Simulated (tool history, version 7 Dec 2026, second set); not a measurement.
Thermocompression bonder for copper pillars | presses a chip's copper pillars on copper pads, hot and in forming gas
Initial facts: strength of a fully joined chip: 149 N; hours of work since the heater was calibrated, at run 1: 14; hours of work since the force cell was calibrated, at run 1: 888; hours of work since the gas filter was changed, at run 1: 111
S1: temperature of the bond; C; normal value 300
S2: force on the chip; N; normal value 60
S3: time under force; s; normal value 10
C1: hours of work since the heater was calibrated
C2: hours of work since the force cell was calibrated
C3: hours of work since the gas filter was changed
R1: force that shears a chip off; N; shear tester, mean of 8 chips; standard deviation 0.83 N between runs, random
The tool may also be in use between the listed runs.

{"run": 1, "hour": 0.0, "S1": 300, "S2": 60, "S3": 10, "C1": 14, "C2": 888, "C3": 111, "R1": 92.3}
{"run": 2, "hour": 23.8, "S1": 300, "S2": 60, "S3": 20, "C1": 31, "C2": 905, "C3": 128, "R1": 106.2}
{"hour": 27.8, "done": "forming gas filter changed"}
{"run": 3, "hour": 72.5, "S1": 300, "S2": 60, "S3": 20, "C1": 65, "C2": 939, "C3": 32, "R1": 112.3}
{"run": 4, "hour": 120.5, "S1": 300, "S2": 60, "S3": 20, "C1": 100, "C2": 974, "C3": 66, "R1": 111.4}
{"run": 5, "hour": 153.5, "S1": 284, "S2": 60, "S3": 10, "C1": 123, "C2": 997, "C3": 90, "R1": 75.4}
{"run": 6, "hour": 193.3, "S1": 284, "S2": 60, "S3": 10, "C1": 152, "C2": 1026, "C3": 118, "R1": 74.7}
{"hour": 210.9, "done": "forming gas filter changed"}
{"run": 7, "hour": 225.8, "S1": 284, "S2": 60, "S3": 9, "C1": 174, "C2": 1049, "C3": 11, "R1": 75.3}
{"run": 8, "hour": 269.6, "S1": 278, "S2": 60, "S3": 9, "C1": 206, "C2": 1080, "C3": 42, "R1": 67.8}
{"run": 9, "hour": 299.9, "S1": 278, "S2": 60, "S3": 9, "C1": 227, "C2": 1102, "C3": 64, "R1": 68.4}
{"run": 10, "hour": 324.1, "S1": 278, "S2": 60, "S3": 14, "C1": 245, "C2": 1119, "C3": 81, "R1": 78.5}
{"run": 11, "hour": 360.3, "S1": 278, "S2": 60, "S3": 14, "C1": 271, "C2": 1145, "C3": 107, "R1": 76.1}
{"run": 12, "hour": 385.5, "S1": 300, "S2": 60, "S3": 18, "C1": 289, "C2": 1163, "C3": 125, "R1": 105.6}
{"hour": 393.2, "done": "forming gas filter changed"}
{"run": 13, "hour": 431.8, "S1": 300, "S2": 60, "S3": 18, "C1": 322, "C2": 1196, "C3": 28, "R1": 112.4}
{"run": 14, "hour": 457.5, "S1": 300, "S2": 60, "S3": 18, "C1": 340, "C2": 1214, "C3": 46, "R1": 108.5}
{"run": 15, "hour": 488.0, "S1": 300, "S2": 60, "S3": 18, "C1": 362, "C2": 1236, "C3": 68, "R1": 109.0}
{"run": 16, "hour": 509.8, "S1": 300, "S2": 60, "S3": 10, "C1": 377, "C2": 1251, "C3": 83, "R1": 92.9}
{"run": 17, "hour": 536.8, "S1": 300, "S2": 60, "S3": 10, "C1": 397, "C2": 1271, "C3": 103, "R1": 92.0}
{"run": 18, "hour": 561.1, "S1": 300, "S2": 60, "S3": 10, "C1": 414, "C2": 1288, "C3": 120, "R1": 90.9}
{"hour": 575.2, "done": "forming gas filter changed"}
{"run": 19, "hour": 598.0, "S1": 300, "S2": 60, "S3": 10, "C1": 440, "C2": 1314, "C3": 16, "R1": 98.1}
{"run": 20, "hour": 631.5, "S1": 300, "S2": 60, "S3": 10, "C1": 464, "C2": 1338, "C3": 40, "R1": 94.0}
{"run": 21, "hour": 677.8, "S1": 291, "S2": 87, "S3": 10, "C1": 497, "C2": 1371, "C3": 73, "R1": 107.9}
{"run": 22, "hour": 725.3, "S1": 303, "S2": 77, "S3": 22, "C1": 531, "C2": 1405, "C3": 107, "R1": 124.5}
{"run": 23, "hour": 754.4, "S1": 300, "S2": 55, "S3": 14, "C1": 552, "C2": 1426, "C3": 128, "R1": 95.0}
{"hour": 757.7, "done": "forming gas filter changed"}
{"run": 24, "hour": 797.8, "S1": 300, "S2": 73, "S3": 18, "C1": 583, "C2": 1457, "C3": 29, "R1": 122.7}
{"run": 25, "hour": 829.7, "S1": 300, "S2": 73, "S3": 18, "C1": 605, "C2": 1480, "C3": 52, "R1": 123.1}
{"run": 26, "hour": 882.2, "S1": 301, "S2": 66, "S3": 6, "C1": 643, "C2": 1517, "C3": 89, "R1": 87.6}
{"run": 27, "hour": 920.6, "S1": 301, "S2": 66, "S3": 6, "C1": 670, "C2": 1545, "C3": 117, "R1": 86.5}
{"hour": 942.1, "done": "forming gas filter changed"}
{"run": 28, "hour": 965.3, "S1": 301, "S2": 66, "S3": 6, "C1": 702, "C2": 1576, "C3": 17, "R1": 90.4}
{"run": 29, "hour": 1003.0, "S1": 324, "S2": 66, "S3": 25, "C1": 729, "C2": 1603, "C3": 44, "R1": 137.7}
{"run": 30, "hour": 1029.4, "S1": 314, "S2": 66, "S3": 5, "C1": 748, "C2": 1622, "C3": 62, "R1": 97.5}
{"run": 31, "hour": 1069.0, "S1": 293, "S2": 59, "S3": 10, "C1": 776, "C2": 1650, "C3": 91, "R1": 84.7}
{"run": 32, "hour": 1121.3, "S1": 293, "S2": 75, "S3": 10, "C1": 814, "C2": 1688, "C3": 128, "R1": 99.1}
{"hour": 1126.1, "done": "forming gas filter changed"}
{"run": 33, "hour": 1164.2, "S1": 282, "S2": 51, "S3": 21, "C1": 844, "C2": 1718, "C3": 27, "R1": 89.7}
{"run": 34, "hour": 1194.7, "S1": 282, "S2": 51, "S3": 21, "C1": 866, "C2": 1740, "C3": 49, "R1": 87.4}
{"run": 35, "hour": 1241.7, "S1": 300, "S2": 63, "S3": 6, "C1": 900, "C2": 1774, "C3": 83, "R1": 83.8}
{"run": 36, "hour": 1293.7, "S1": 300, "S2": 60, "S3": 14, "C1": 937, "C2": 1811, "C3": 120, "R1": 102.1}
{"hour": 1309.6, "done": "forming gas filter changed"}
{"run": 37, "hour": 1337.2, "S1": 300, "S2": 54, "S3": 6, "C1": 968, "C2": 1842, "C3": 20, "R1": 79.5}
{"run": 38, "hour": 1358.8, "S1": 300, "S2": 60, "S3": 9, "C1": 983, "C2": 1857, "C3": 35, "R1": 95.3}
{"run": 39, "hour": 1387.5, "S1": 300, "S2": 82, "S3": 10, "C1": 1004, "C2": 1878, "C3": 56, "R1": 114.4}
{"hour": 1403.0, "done": "force cell calibrated"}
{"run": 40, "hour": 1440.2, "S1": 300, "S2": 81, "S3": 7, "C1": 1040, "C2": 27, "C3": 92, "R1": 108.6}

Consider 3 possible next runs. They are alternatives, not a sequence: every one starts from the tool as it was left by run 40. What does each give?
{"run": "A", "hour": 1478.3, "S1": 283, "S2": 68, "S3": 17, "C1": 1067, "C2": 54, "C3": 120, "R1": "?"}
{"run": "B", "hour": 1478.3, "S1": 300, "S2": 81, "S3": 26, "C1": 1067, "C2": 54, "C3": 120, "R1": "?"}
{"run": "C", "hour": 1478.3, "S1": 300, "S2": 51, "S3": 7, "C1": 1067, "C2": 54, "C3": 120, "R1": "?"}

run=A R1=102.5
run=B R1=128.2
run=C R1=79.4
Without the tool's unlogged condition, the same runs would have read:
run=A R1=103.5
run=B R1=134.4
run=C R1=79.1
